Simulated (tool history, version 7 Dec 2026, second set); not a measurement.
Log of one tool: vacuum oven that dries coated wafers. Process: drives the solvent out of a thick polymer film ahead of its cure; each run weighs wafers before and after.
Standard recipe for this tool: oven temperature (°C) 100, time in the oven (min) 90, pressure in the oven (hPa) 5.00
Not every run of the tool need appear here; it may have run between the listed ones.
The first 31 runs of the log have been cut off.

Run 32, hour 317.5: usual settings but time in the oven (min) 67, pressure in the oven (hPa) 14.89. Result: solvent left in the film (%) 3.87.
Run 33, hour 326.7: usual settings but oven temperature (°C) 115, pressure in the oven (hPa) 7.61. Result: solvent left in the film (%) 0.64.
Run 34, hour 338.2: usual settings but oven temperature (°C) 87, time in the oven (min) 66. Result: solvent left in the film (%) 6.01.
Run 35, hour 351.9: usual settings but oven temperature (°C) 88. Result: solvent left in the film (%) 4.52.
Run 36, hour 357.9: usual settings but oven temperature (°C) 104, time in the oven (min) 85. Result: solvent left in the film (%) 1.62.
Run 37, hour 366.0: usual settings but oven temperature (°C) 104, time in the oven (min) 126, pressure in the oven (hPa) 3.30. Result: solvent left in the film (%) 0.66.
Run 38, hour 375.3: usual settings but time in the oven (min) 73, pressure in the oven (hPa) 3.81. Result: solvent left in the film (%) 2.65.
Run 39, hour 382.5: usual settings but time in the oven (min) 73, pressure in the oven (hPa) 3.81. Result: solvent left in the film (%) 2.54.
Run 40, hour 394.2: usual settings but oven temperature (°C) 115, time in the oven (min) 72, pressure in the oven (hPa) 4.08. Result: solvent left in the film (%) 0.76.
Run 41, hour 400.1: usual settings but oven temperature (°C) 93, time in the oven (min) 62, pressure in the oven (hPa) 8.27. Result: solvent left in the film (%) 5.22.
Run 42, hour 412.2: usual settings but oven temperature (°C) 93, time in the oven (min) 62, pressure in the oven (hPa) 8.27. Result: solvent left in the film (%) 5.16.
Run 43, hour 425.7: usual settings but time in the oven (min) 46, pressure in the oven (hPa) 10.63. Result: solvent left in the film (%) 4.98.

Below are 4 alternative next runs, each starting from the tool's condition after run 43. Predict each:
Run A, hour 434.3: usual settings but time in the oven (min) 64. Result: solvent left in the film (%) ?.
Run B, hour 434.3: usual settings but oven temperature (°C) 89, time in the oven (min) 127, pressure in the oven (hPa) 5.80. Result: solvent left in the film (%) ?.
Run C, hour 434.3: usual settings but time in the oven (min) 46, pressure in the oven (hPa) 3.72. Result: solvent left in the film (%) ?.
Run D, hour 434.3: usual settings but oven temperature (°C) 108, time in the oven (min) 84, pressure in the oven (hPa) 10.63. Result: solvent left in the film (%) ?.

run  solvent left in the film (%)
  A                          3.22
  B                          2.89
  C                          4.59
  D                          1.49
With the hidden condition removed and each run's random variation left untouched, the same runs would have given:
run  solvent left in the film (%)
  A                          3.44
  B                          3.09
  C                          4.82
  D                          1.61

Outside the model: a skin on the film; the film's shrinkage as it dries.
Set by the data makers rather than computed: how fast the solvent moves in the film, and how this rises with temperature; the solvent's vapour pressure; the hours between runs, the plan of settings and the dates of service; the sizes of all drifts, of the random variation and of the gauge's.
